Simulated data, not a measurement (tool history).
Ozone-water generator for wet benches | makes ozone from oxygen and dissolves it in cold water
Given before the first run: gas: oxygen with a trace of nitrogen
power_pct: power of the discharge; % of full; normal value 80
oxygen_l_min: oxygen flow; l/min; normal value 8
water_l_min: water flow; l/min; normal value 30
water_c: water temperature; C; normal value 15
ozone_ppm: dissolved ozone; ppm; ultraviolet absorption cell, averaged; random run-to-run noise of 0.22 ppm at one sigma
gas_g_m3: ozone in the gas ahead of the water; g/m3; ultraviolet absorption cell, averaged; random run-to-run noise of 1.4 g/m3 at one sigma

run    hour  power_pct  oxygen_l_min  water_l_min  water_c  ozone_ppm  gas_g_m3
  1       0         80             8           30       15       31.7     263.4
  2    37.1         80             8           25       15       35.8     264.6
  3      80         80             8           25       15       35.9     264.9
  4   102.7         80             8           21       15       39.5     265.5
  5   144.6         80             8           30       15       32.1     267.8
  6   167.5         80             8           30       15         32     265.8
  7   210.1         80             8           30       15       31.7     268.9
  8   237.3         80             8           30       15       31.9     267.1
  9   259.6         80             8           40       15       25.8     270.2
 10   284.2         80             8           40       15       25.4     270.5
 11   330.5         80             8           40       15       25.6     268.9
 12   370.2         80             8           30       15       31.6     271.5
 13   417.9         80             8           30       15         32     269.8
 14   439.8         80             8           30       15       31.9     270.6
 15   484.8         80             8           21       15       40.3     270.1
      511.3  -- gauge calibrated
 16   519.7         80             8           21       15       40.2     264.4
 17   555.9         80             8           21       15       40.3     264.4
 18   582.3         80          7.84           39       15         26     267.1
 19   609.7         62         10.35           30       15       28.9     208.2
 20   639.6         65             8           26       15       30.4     236.3
 21   683.1         65             8           26       15       31.2       233
 22   725.3         65             8           26       15       30.7     235.6
 23   755.5         80         10.29           30       15       33.7     248.3
 24   783.2         80         10.29           30       15       33.7     247.7
 25   810.3         65         10.29           30       11       31.2       217
 26   839.5         44          5.09           22        7       26.5     214.7
 27   874.2         44          5.09           22        7       26.6     214.7
 28   918.2         53         10.09           22       15       31.1     194.5
 29   961.1         53         10.09           22       15       31.3     193.5
 30   996.8         90          4.24           22       15       36.1     359.5
 31  1043.3         90          4.24           22       15       35.7     360.7
 32  1069.1         80          9.83           21        8       46.8     252.8

Branching from run 32: 3 alternative next runs. What would each branch give?
  A  1092.1         80          8.21           21       16          ?         ?
  B  1092.1         55           8.5           21        8          ?         ?
  C  1092.1         66          9.83           24        8          ?         ?

run  ozone_ppm  gas_g_m3
  A         40     270.4
  B       35.9     211.5
  C       37.8       227
Take away the tool's hidden state, keep each run's random variation, and the runs would have read:
run  ozone_ppm  gas_g_m3
  A         40     262.1
  B       35.9       205
  C       37.8       220
